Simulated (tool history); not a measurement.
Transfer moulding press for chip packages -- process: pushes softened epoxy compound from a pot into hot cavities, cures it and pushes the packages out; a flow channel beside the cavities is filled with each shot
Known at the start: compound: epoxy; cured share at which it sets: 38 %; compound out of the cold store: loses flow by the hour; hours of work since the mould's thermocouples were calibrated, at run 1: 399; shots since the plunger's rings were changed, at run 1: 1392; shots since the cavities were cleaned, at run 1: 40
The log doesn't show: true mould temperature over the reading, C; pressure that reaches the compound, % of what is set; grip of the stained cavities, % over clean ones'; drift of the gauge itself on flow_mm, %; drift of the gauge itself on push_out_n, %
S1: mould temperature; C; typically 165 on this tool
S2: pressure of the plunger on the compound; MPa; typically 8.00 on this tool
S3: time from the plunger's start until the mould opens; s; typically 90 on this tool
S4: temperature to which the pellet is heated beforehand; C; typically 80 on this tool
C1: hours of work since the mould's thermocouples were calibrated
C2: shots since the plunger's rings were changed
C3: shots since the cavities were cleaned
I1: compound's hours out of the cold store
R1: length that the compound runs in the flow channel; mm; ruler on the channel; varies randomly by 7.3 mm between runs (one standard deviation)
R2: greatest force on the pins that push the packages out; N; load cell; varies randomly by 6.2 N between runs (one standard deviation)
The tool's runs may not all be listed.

run,hour,S1,S2,S3,S4,C1,C2,C3,I1,R1,R2
1,0.0,165,8.00,90,80,399,1392,40,26.4,873,232
# hour 71.7: cavities cleaned with cleaning compound and waxed
2,96.7,165,8.00,90,80,471,2867,387,37.8,823,242
# hour 145.2: cavities cleaned with cleaning compound and waxed
3,174.6,165,8.00,90,78,529,4052,455,30.9,844,249
# hour 221.9: cavities cleaned with cleaning compound and waxed
# hour 260.6: plunger's sealing rings changed
4,263.4,165,8.00,90,80,594,44,605,31.3,868,241
# hour 298.3: cavities cleaned with cleaning compound and waxed
5,325.4,165,8.00,90,80,640,982,420,37.6,843,238
# hour 372.0: cavities cleaned with cleaning compound and waxed
6,414.9,157,8.00,90,80,706,2346,665,45.4,826,381
# hour 448.9: cavities cleaned with cleaning compound and waxed
7,471.2,157,8.00,90,80,748,3197,346,12.2,958,456
# hour 482.5: mould's thermocouples calibrated
# hour 526.3: cavities cleaned with cleaning compound and waxed
8,527.8,157,8.00,90,80,33,4019,23,43.4,841,383
# hour 598.1: cavities cleaned with cleaning compound and waxed
9,598.1,157,8.00,90,80,85,5086,0,17.3,947,422
# hour 614.9: plunger's sealing rings changed
10,651.3,170,8.00,87,76,124,564,785,46.7,783,204
# hour 676.5: cavities cleaned with cleaning compound and waxed
11,730.1,170,8.00,87,76,183,1763,831,27.6,855,208
# hour 755.8: cavities cleaned with cleaning compound and waxed
# hour 833.0: cavities cleaned with cleaning compound and waxed
12,833.0,158,9.81,85,82,258,3311,0,17.5,1039,446
# hour 908.9: cavities cleaned with cleaning compound and waxed
13,909.6,166,9.60,90,80,315,4476,11,32.7,943,225
# hour 964.5: plunger's sealing rings changed
# hour 985.2: cavities cleaned with cleaning compound and waxed
14,1008.1,166,9.56,90,80,387,654,356,40.8,893,226

Consider 4 possible next runs. They are alternatives, not a sequence: every one starts from the tool as it was left by run 14. What does each give?
A,1049.3,165,8.00,95,82,418,1291,993,37.6,?,?
B,1049.3,165,8.00,90,89,418,1291,993,8.8,?,?
C,1049.3,166,9.56,102,85,418,1291,993,17.3,?,?
D,1049.3,167,8.00,90,80,418,1291,993,15.7,?,?

run,R1,R2
A,836,222
B,932,252
C,992,203
D,912,221
Stripped of hidden state, with their random variation kept, the same runs would have yielded:
run,R1,R2
A,836,220
B,932,250
C,993,201
D,912,219

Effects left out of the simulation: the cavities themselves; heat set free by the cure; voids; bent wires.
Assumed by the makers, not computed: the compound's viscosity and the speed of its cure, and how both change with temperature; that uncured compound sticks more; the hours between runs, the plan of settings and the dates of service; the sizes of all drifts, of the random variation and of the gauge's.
